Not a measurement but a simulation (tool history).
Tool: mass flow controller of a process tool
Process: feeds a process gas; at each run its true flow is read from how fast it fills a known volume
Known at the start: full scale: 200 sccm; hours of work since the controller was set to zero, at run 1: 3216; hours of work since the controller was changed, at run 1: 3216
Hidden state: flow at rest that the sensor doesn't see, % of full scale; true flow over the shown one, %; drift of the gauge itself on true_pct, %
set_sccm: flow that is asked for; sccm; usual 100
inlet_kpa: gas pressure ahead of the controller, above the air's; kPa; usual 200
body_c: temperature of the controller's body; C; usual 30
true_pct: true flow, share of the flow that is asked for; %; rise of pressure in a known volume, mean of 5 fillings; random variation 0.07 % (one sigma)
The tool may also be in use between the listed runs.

| run | day | set_sccm | inlet_kpa | body_c | hours of work since the controller was set to zero | hours of work since the controller was changed | true_pct |
|---|---|---|---|---|---|---|---|
| 1 | 0 | 100 | 200 | 30 | 3216 | 3216 | 98.95 |
| 2 | 4.767 | 100 | 200 | 30 | 3283 | 3283 | 99 |
| 3 | 13.142 | 100 | 200 | 30 | 3401 | 3401 | 99.22 |
| 4 | 19.488 | 100 | 200 | 30 | 3491 | 3491 | 99.12 |
| 5 | 23.317 | 100 | 200 | 30 | 3545 | 3545 | 99.19 |
| 6 | 31.396 | 100 | 200 | 30 | 3659 | 3659 | 99.18 |
| 7 | 35.292 | 100 | 200 | 30 | 3714 | 3714 | 99.38 |
| 8 | 42.829 | 100 | 200 | 30 | 3821 | 3821 | 99.36 |
| 9 | 48.696 | 100 | 200 | 30 | 3903 | 3903 | 99.48 |
| 10 | 55.121 | 100 | 200 | 30 | 3994 | 3994 | 99.42 |
| 11 | 60.588 | 100 | 200 | 22 | 4071 | 4071 | 99.22 |
| 12 | 68.554 | 100 | 200 | 22 | 4184 | 4184 | 99.45 |
| 13 | 74.412 | 100 | 201 | 30 | 4267 | 4267 | 99.7 |
| 14 | 79.533 | 116 | 200 | 30 | 4339 | 4339 | 99.8 |
| 15 | 85.242 | 116 | 200 | 30 | 4420 | 4420 | 100.05 |
| 16 | 90.529 | 43 | 200 | 30 | 4494 | 4494 | 99.06 |
| 17 | 97.008 | 100 | 200 | 30 | 4586 | 4586 | 99.86 |
| 18 | 105.058 | 100 | 206 | 30 | 4699 | 4699 | 99.89 |
| 19 | 113.642 | 100 | 206 | 30 | 4821 | 4821 | 100.02 |
| 20 | 117.404 | 100 | 206 | 30 | 4874 | 4874 | 99.94 |
| 21 | 121.521 | 100 | 206 | 30 | 4932 | 4932 | 99.98 |
| 22 | 128.521 | 100 | 206 | 30 | 5031 | 5031 | 100.03 |
|  | 133.583 | controller exchanged for a calibrated one |
| 23 | 136.871 | 100 | 206 | 30 | 46 | 46 | 100.23 |
| 24 | 141.329 | 135 | 206 | 30 | 109 | 109 | 100.74 |
| 25 | 147.896 | 120 | 165 | 32 | 202 | 202 | 100.98 |
| 26 | 155.183 | 41 | 147 | 22 | 305 | 305 | 99.71 |
| 27 | 161.567 | 100 | 269 | 35 | 395 | 395 | 100.23 |
| 28 | 167.304 | 100 | 200 | 30 | 476 | 476 | 100.68 |
| 29 | 174.571 | 36 | 200 | 34 | 579 | 579 | 99.83 |
|  | 180.508 | gauge calibrated |
| 30 | 180.508 | 149 | 200 | 38 | 663 | 663 | 99.85 |
| 31 | 188.296 | 186 | 200 | 29 | 773 | 773 | 99.98 |
| 32 | 194.867 | 28 | 221 | 36 | 866 | 866 | 98.24 |
| 33 | 201.817 | 59 | 180 | 28 | 964 | 964 | 98.72 |
| 34 | 207.442 | 100 | 200 | 31 | 1043 | 1043 | 99.17 |
| 35 | 215.479 | 100 | 200 | 31 | 1157 | 1157 | 99.4 |
| 36 | 222.908 | 100 | 200 | 31 | 1262 | 1262 | 99.43 |
| 37 | 229.575 | 200 | 221 | 34 | 1356 | 1356 | 100.6 |
| 38 | 235.954 | 77 | 175 | 30 | 1446 | 1446 | 99.35 |
| 39 | 241.492 | 104 | 216 | 22 | 1524 | 1524 | 99.13 |
| 40 | 247.979 | 104 | 216 | 22 | 1616 | 1616 | 99.29 |
| 41 | 253.046 | 100 | 184 | 22 | 1687 | 1687 | 99.52 |
| 42 | 258.433 | 23 | 204 | 33 | 1763 | 1763 | 98.81 |
| 43 | 262.729 | 100 | 195 | 30 | 1824 | 1824 | 99.66 |
|  | 266.188 | gauge calibrated |
| 44 | 271.288 | 100 | 195 | 30 | 1945 | 1945 | 99.19 |
| 45 | 279.275 | 164 | 195 | 33 | 2058 | 2058 | 100.02 |
| 46 | 288.004 | 164 | 195 | 33 | 2181 | 2181 | 99.96 |
| 47 | 295.95 | 164 | 195 | 33 | 2293 | 2293 | 100.22 |

4 ways to go on from here, each from the tool as it stands after run 47. What would each give?
| A | 299.854 | 32 | 156 | 38 | 2348 | 2348 | ? |
| B | 299.854 | 164 | 195 | 28 | 2348 | 2348 | ? |
| C | 299.854 | 129 | 195 | 22 | 2348 | 2348 | ? |
| D | 299.854 | 164 | 233 | 33 | 2348 | 2348 | ? |

| run | true_pct |
|---|---|
| A | 98.9 |
| B | 100.08 |
| C | 99.47 |
| D | 100.07 |
Without the tool's hidden state the same runs would have given:
| run | true_pct |
|---|---|
| A | 98.59 |
| B | 99.79 |
| C | 99.18 |
| D | 99.78 |
